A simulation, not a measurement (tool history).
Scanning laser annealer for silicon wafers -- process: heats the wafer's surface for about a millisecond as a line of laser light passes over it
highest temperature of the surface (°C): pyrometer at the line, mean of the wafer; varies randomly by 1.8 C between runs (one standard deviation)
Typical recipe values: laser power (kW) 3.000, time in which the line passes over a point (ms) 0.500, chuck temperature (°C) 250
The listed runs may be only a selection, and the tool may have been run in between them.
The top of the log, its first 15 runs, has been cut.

| run | hour | laser power (kW) | time in which the line passes over a point (ms) | chuck temperature (°C) | hours of work since the window was cleaned | hours of work since the power meter was calibrated | hours of work since the optics were aligned | highest temperature of the surface (°C) |
|---|---|---|---|---|---|---|---|---|
| 16 | 984.5 | 3.000 | 0.421 | 250 | 754 | 688 | 1235 | 905 |
| 17 | 1064.1 | 3.000 | 0.367 | 250 | 800 | 734 | 1281 | 866 |
| 18 | 1115.0 | 3.000 | 0.367 | 250 | 829 | 763 | 1310 | 864 |
| 19 | 1183.8 | 3.000 | 0.367 | 250 | 869 | 803 | 1350 | 867 |
| 20 | 1231.3 | 3.000 | 0.500 | 250 | 896 | 830 | 1377 | 954 |
|  | 1239.4 | window over the wafer cleaned |
| 21 | 1322.7 | 3.000 | 0.500 | 250 | 48 | 882 | 1429 | 966 |
| 22 | 1392.5 | 3.074 | 0.547 | 238 | 88 | 922 | 1469 | 1002 |
| 23 | 1447.5 | 3.074 | 0.547 | 238 | 120 | 954 | 1501 | 1005 |
|  | 1514.4 | optics aligned, line set to its width |
| 24 | 1537.4 | 2.818 | 0.536 | 271 | 169 | 1003 | 13 | 985 |
| 25 | 1606.5 | 3.000 | 0.526 | 250 | 209 | 1043 | 53 | 1003 |
| 26 | 1654.4 | 2.982 | 0.355 | 268 | 237 | 1070 | 81 | 894 |
| 27 | 1696.4 | 3.231 | 0.397 | 268 | 261 | 1095 | 105 | 986 |
| 28 | 1749.8 | 3.231 | 0.397 | 268 | 292 | 1125 | 136 | 987 |
| 29 | 1807.0 | 3.000 | 0.372 | 250 | 325 | 1158 | 169 | 895 |
| 30 | 1858.8 | 3.000 | 0.372 | 250 | 355 | 1188 | 199 | 893 |
| 31 | 1925.8 | 3.000 | 0.372 | 250 | 393 | 1227 | 237 | 893 |
| 32 | 1992.7 | 3.000 | 0.372 | 250 | 432 | 1266 | 276 | 891 |
| 33 | 2076.5 | 3.000 | 0.372 | 250 | 480 | 1314 | 325 | 894 |
| 34 | 2150.0 | 2.613 | 0.442 | 277 | 523 | 1356 | 367 | 873 |
| 35 | 2190.6 | 2.613 | 0.526 | 228 | 546 | 1380 | 390 | 868 |
| 36 | 2262.1 | 2.613 | 0.526 | 228 | 588 | 1421 | 432 | 869 |
| 37 | 2335.8 | 3.229 | 0.599 | 232 | 630 | 1464 | 474 | 1077 |
| 38 | 2386.0 | 2.696 | 0.392 | 263 | 659 | 1493 | 503 | 845 |
| 39 | 2466.1 | 2.696 | 0.392 | 263 | 705 | 1539 | 549 | 846 |
| 40 | 2519.1 | 2.966 | 0.589 | 249 | 736 | 1570 | 580 | 1014 |

Branching from run 40: 5 alternative next runs. What would each branch give?
| A | 2608.3 | 3.072 | 0.566 | 249 | 787 | 1621 | 632 | ? |
| B | 2608.3 | 2.966 | 0.589 | 271 | 787 | 1621 | 632 | ? |
| C | 2608.3 | 2.753 | 0.534 | 278 | 787 | 1621 | 632 | ? |
| D | 2608.3 | 2.997 | 0.363 | 248 | 787 | 1621 | 632 | ? |
| E | 2608.3 | 3.182 | 0.589 | 235 | 787 | 1621 | 632 | ? |

| run | highest temperature of the surface (°C) |
|---|---|
| A | 1028 |
| B | 1036 |
| C | 957 |
| D | 876 |
| E | 1057 |
Stripped of hidden state, with their random variation kept, the same runs would have yielded:
| run | highest temperature of the surface (°C) |
|---|---|
| A | 1047 |
| B | 1054 |
| C | 974 |
| D | 891 |
| E | 1077 |

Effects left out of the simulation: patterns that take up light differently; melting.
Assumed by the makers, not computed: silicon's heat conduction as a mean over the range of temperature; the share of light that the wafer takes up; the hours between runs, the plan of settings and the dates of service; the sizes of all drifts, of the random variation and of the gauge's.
